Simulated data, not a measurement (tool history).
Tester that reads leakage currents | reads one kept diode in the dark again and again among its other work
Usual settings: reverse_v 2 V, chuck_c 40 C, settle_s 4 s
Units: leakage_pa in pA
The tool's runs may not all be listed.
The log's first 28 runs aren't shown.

run    hour  reverse_v  chuck_c  settle_s  leakage_pa
 29  3295.2          2       27         4       42.35
 30  3365.7          2       27         4       42.37
 31  3462.3          2       27         4       42.25
 32    3559      18.99       25      0.36      110.76
 33  3654.1      19.17       36      4.23      213.71
 34  3801.3       6.68       38         4      156.88
 35  3916.2       2.21       54      1.61      284.23
     3962.8  -- probe card cleaned and baked
 36  3995.6       2.21       54      1.61      285.28
 37  4152.2       2.21       54      1.61      284.99
 38  4301.8       2.21       54      1.61      284.71
 39  4405.9       2.21       20      4.41       25.67

Forecast each of these 3 alternatives for the next run:
  A  4524.9       2.18       40      0.96           ?
  B  4524.9       2.22       60      4.41           ?
  C  4524.9       3.68       23      2.04           ?

run  leakage_pa
  A       112.7
  B      415.93
  C       40.41
Without the tool's hidden state the same runs would have given:
run  leakage_pa
  A         113
  B      417.01
  C       40.48

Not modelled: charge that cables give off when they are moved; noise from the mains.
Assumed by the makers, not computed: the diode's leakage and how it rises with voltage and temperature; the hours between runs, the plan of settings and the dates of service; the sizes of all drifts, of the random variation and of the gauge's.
